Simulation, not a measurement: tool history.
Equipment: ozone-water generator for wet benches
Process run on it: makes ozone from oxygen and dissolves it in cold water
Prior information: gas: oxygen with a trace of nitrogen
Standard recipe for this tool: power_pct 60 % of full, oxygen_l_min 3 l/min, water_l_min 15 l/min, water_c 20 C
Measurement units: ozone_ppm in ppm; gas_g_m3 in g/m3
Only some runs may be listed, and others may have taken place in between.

{"run": 1, "day": 0.0, "power_pct": 60, "oxygen_l_min": 3, "water_l_min": 15, "water_c": 20, "ozone_ppm": 15.1, "gas_g_m3": 205.3}
{"run": 2, "day": 1.358, "power_pct": 60, "oxygen_l_min": 3, "water_l_min": 15, "water_c": 20, "ozone_ppm": 15, "gas_g_m3": 206.8}
{"run": 3, "day": 2.496, "power_pct": 63, "oxygen_l_min": 3, "water_l_min": 15, "water_c": 20, "ozone_ppm": 15.7, "gas_g_m3": 215}
{"run": 4, "day": 3.842, "power_pct": 63, "oxygen_l_min": 3, "water_l_min": 15, "water_c": 20, "ozone_ppm": 15.8, "gas_g_m3": 213.6}
{"run": 5, "day": 5.067, "power_pct": 60, "oxygen_l_min": 3, "water_l_min": 15, "water_c": 20, "ozone_ppm": 15.2, "gas_g_m3": 206.9}
{"run": 6, "day": 5.879, "power_pct": 60, "oxygen_l_min": 3, "water_l_min": 15, "water_c": 17, "ozone_ppm": 15.9, "gas_g_m3": 209.5}
{"run": 7, "day": 6.817, "power_pct": 64, "oxygen_l_min": 3, "water_l_min": 15, "water_c": 20, "ozone_ppm": 15.9, "gas_g_m3": 216}
{"run": 8, "day": 7.517, "power_pct": 64, "oxygen_l_min": 3, "water_l_min": 15, "water_c": 20, "ozone_ppm": 15.9, "gas_g_m3": 216.9}
{"run": 9, "day": 8.354, "power_pct": 64, "oxygen_l_min": 3, "water_l_min": 9, "water_c": 20, "ozone_ppm": 25, "gas_g_m3": 217.1}
{"run": 10, "day": 9.833, "power_pct": 60, "oxygen_l_min": 2.93, "water_l_min": 15, "water_c": 20, "ozone_ppm": 15.1, "gas_g_m3": 210.2}
{"run": 11, "day": 10.888, "power_pct": 49, "oxygen_l_min": 1.57, "water_l_min": 16, "water_c": 20, "ozone_ppm": 10.1, "gas_g_m3": 229.6}
{"run": 12, "day": 11.567, "power_pct": 60, "oxygen_l_min": 3, "water_l_min": 11, "water_c": 16, "ozone_ppm": 21.6, "gas_g_m3": 208.8}
{"run": 13, "day": 12.971, "power_pct": 43, "oxygen_l_min": 4.41, "water_l_min": 17, "water_c": 17, "ozone_ppm": 12.5, "gas_g_m3": 152}
{"run": 14, "day": 13.821, "power_pct": 43, "oxygen_l_min": 2.37, "water_l_min": 17, "water_c": 17, "ozone_ppm": 10.6, "gas_g_m3": 187.5}
{"run": 15, "day": 15.179, "power_pct": 43, "oxygen_l_min": 2.98, "water_l_min": 17, "water_c": 17, "ozone_ppm": 11.2, "gas_g_m3": 173.8}
{"run": 16, "day": 16.562, "power_pct": 56, "oxygen_l_min": 4.13, "water_l_min": 10, "water_c": 13, "ozone_ppm": 24.8, "gas_g_m3": 180.8}
{"run": 17, "day": 17.492, "power_pct": 56, "oxygen_l_min": 4.13, "water_l_min": 10, "water_c": 13, "ozone_ppm": 25.1, "gas_g_m3": 182.2}
{"run": 18, "day": 18.188, "power_pct": 56, "oxygen_l_min": 4.13, "water_l_min": 10, "water_c": 13, "ozone_ppm": 25, "gas_g_m3": 179.9}
{"run": 19, "day": 19.275, "power_pct": 56, "oxygen_l_min": 4.53, "water_l_min": 10, "water_c": 24, "ozone_ppm": 20.5, "gas_g_m3": 176.2}

Below are 4 alternative next runs, each starting from the tool's condition after run 19. Predict each:
{"run": "A", "day": 20.471, "power_pct": 41, "oxygen_l_min": 3, "water_l_min": 15, "water_c": 20, "ozone_ppm": "?", "gas_g_m3": "?"}
{"run": "B", "day": 20.471, "power_pct": 60, "oxygen_l_min": 2.74, "water_l_min": 10, "water_c": 20, "ozone_ppm": "?", "gas_g_m3": "?"}
{"run": "C", "day": 20.471, "power_pct": 60, "oxygen_l_min": 1.56, "water_l_min": 15, "water_c": 24, "ozone_ppm": "?", "gas_g_m3": "?"}
{"run": "D", "day": 20.471, "power_pct": 60, "oxygen_l_min": 3, "water_l_min": 15, "water_c": 20, "ozone_ppm": "?", "gas_g_m3": "?"}

run=A ozone_ppm=12.1 gas_g_m3=166.6
run=B ozone_ppm=21.7 gas_g_m3=218.6
run=C ozone_ppm=11.6 gas_g_m3=262.7
run=D ozone_ppm=15 gas_g_m3=210.8
With no hidden state in the tool, these same runs would have given:
run=A ozone_ppm=12.1 gas_g_m3=163.4
run=B ozone_ppm=21.7 gas_g_m3=214.4
run=C ozone_ppm=11.6 gas_g_m3=257.5
run=D ozone_ppm=15 gas_g_m3=206.7
